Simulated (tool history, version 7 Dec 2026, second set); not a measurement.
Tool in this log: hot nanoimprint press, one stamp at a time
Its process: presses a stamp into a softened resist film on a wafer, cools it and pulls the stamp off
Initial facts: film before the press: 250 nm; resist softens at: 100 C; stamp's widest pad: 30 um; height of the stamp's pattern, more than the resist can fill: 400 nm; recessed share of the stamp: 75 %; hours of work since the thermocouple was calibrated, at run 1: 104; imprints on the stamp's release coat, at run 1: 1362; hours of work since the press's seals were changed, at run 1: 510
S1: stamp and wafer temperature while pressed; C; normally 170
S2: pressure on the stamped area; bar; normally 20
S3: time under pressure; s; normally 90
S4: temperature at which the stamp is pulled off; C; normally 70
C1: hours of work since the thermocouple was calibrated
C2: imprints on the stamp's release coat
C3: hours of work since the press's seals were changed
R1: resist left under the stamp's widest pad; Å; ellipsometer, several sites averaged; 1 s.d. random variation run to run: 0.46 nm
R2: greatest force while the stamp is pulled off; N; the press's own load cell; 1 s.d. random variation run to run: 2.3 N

run	hour	S1	S2	S3	S4	C1	C2	C3	R1	R2
1	0	170	20	90	70	104	1362	510	1151	156
2	12.5	170	20	90	70	112	1415	518	1151	151
3	30.3	170	20	90	59	125	1490	531	1159	203
4	43.6	170	13.1	90	70	134	1546	540	1355	157
5	51.8	170	29.3	90	70	140	1580	546	990	159
6	69.7	161	20	90	70	152	1655	558	1778	160
7	77.5	170	20	90	71	158	1688	564	1164	163
8	94.5	170	20	90	71	170	1760	576	1154	160
# hour 112.9: stamp cleaned and given a new release coat
9	114.4	170	20	90	70	179	6	585	1160	110
10	127.1	170	20	90	70	188	60	594	1163	102
11	141.2	170	20	90	70	198	119	604	1163	107
12	160	170	20	90	70	211	198	617	1164	114
13	174.4	170	20	90	70	221	259	627	1172	112

Estimate the outcome of run 14 from the log above:
14	188.5	170	12.1	90	70	231	318	637	?	?

Run 14 came out at R1 1402 Å, R2 120 N.
If the tool had no hidden condition, the same run with the same run-to-run variation would have returned R1 1358 Å, R2 108 N.
